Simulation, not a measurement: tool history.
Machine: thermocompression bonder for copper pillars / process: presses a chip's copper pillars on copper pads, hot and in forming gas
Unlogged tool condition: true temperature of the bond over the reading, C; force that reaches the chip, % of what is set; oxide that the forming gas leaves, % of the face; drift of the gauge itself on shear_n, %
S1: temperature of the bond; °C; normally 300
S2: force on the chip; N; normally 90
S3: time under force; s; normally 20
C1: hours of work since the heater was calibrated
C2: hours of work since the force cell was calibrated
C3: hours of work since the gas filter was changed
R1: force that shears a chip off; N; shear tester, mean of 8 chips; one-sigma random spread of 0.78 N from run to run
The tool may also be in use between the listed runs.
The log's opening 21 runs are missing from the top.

run	hour	S1	S2	S3	C1	C2	C3	R1
22	445.0	270	77	49	1063	88	201	50.4
23	464.5	328	57	24	1078	103	217	68.8
24	486.8	328	57	24	1096	120	234	69.0
25	515.0	307	117	20	1118	142	256	70.0
26	540.5	307	117	20	1138	162	276	69.0
27	552.4	276	117	32	1147	172	286	56.4
28	574.1	283	81	24	1164	189	303	48.2
29	589.2	329	129	50	1176	201	314	88.5
30	606.2	300	73	33	1189	214	328	63.7
# hour 619.4: heater calibrated with a thermocouple chip
31	625.8	300	73	33	5	228	342	64.0
32	644.9	307	73	33	20	243	356	66.6
33	656.6	307	73	33	29	252	366	65.7
34	680.9	307	73	33	48	271	385	67.7

Predict each of these 3 candidate next runs independently; none follows another, all start after run 34:
# hour 701.3: forming gas filter changed
A	709.7	299	83	23	70	293	7	?
# hour 701.3: forming gas filter changed
B	709.7	320	62	12	70	293	7	?
# hour 701.3: forming gas filter changed
C	709.7	307	85	33	70	293	7	?

run	R1
A	59.8
B	54.7
C	70.0
With no hidden state in the tool, these same runs would have given:
run	R1
A	59.8
B	54.8
C	70.0

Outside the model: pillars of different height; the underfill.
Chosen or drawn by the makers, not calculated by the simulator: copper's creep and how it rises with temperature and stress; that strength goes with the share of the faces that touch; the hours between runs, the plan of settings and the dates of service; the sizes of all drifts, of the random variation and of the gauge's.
